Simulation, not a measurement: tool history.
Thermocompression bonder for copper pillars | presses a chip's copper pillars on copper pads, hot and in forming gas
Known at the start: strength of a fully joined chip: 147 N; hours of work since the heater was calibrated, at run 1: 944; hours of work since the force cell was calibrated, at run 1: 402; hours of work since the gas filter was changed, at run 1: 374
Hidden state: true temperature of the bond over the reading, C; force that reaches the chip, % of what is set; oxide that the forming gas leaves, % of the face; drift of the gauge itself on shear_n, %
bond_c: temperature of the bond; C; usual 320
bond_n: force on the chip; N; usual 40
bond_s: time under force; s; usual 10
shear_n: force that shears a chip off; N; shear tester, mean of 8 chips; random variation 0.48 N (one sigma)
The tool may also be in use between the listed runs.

run    day  bond_c  bond_n  bond_s  hours of work since the heater was calibrated  hours of work since the force cell was calibrated  hours of work since the gas filter was changed  shear_n
  1  0.000     320      40      10                                            944                                                402                                             374     52.8
  2  1.058     320      40      10                                            956                                                414                                             387     53.0
  3  1.671     320      40      11                                            963                                                421                                             394     54.9
  4  2.354     320      40      11                                            971                                                429                                             402     54.7
  5  2.879     320      40      11                                            978                                                435                                             408     55.8
  6  3.838     320      40      11                                            989                                                446                                             419     55.0
  7  4.958     320      40      11                                           1002                                                459                                             432     56.1
  8  5.725     320      30      10                                           1011                                                468                                             441     40.9
  9  6.550     320      30      10                                           1020                                                478                                             451     41.0
 10  7.633     322      55      26                                           1033                                                491                                             463     98.3
 11  8.596     322      55      26                                           1044                                                502                                             474     97.7

The next listed run, before its measurement:
 12  9.254     313      25      10                                           1052                                                510                                             482        ?

Run 12 gave shear_n 30.9 N.
Without the tool's hidden state the same run would have given shear_n 31.0 N.

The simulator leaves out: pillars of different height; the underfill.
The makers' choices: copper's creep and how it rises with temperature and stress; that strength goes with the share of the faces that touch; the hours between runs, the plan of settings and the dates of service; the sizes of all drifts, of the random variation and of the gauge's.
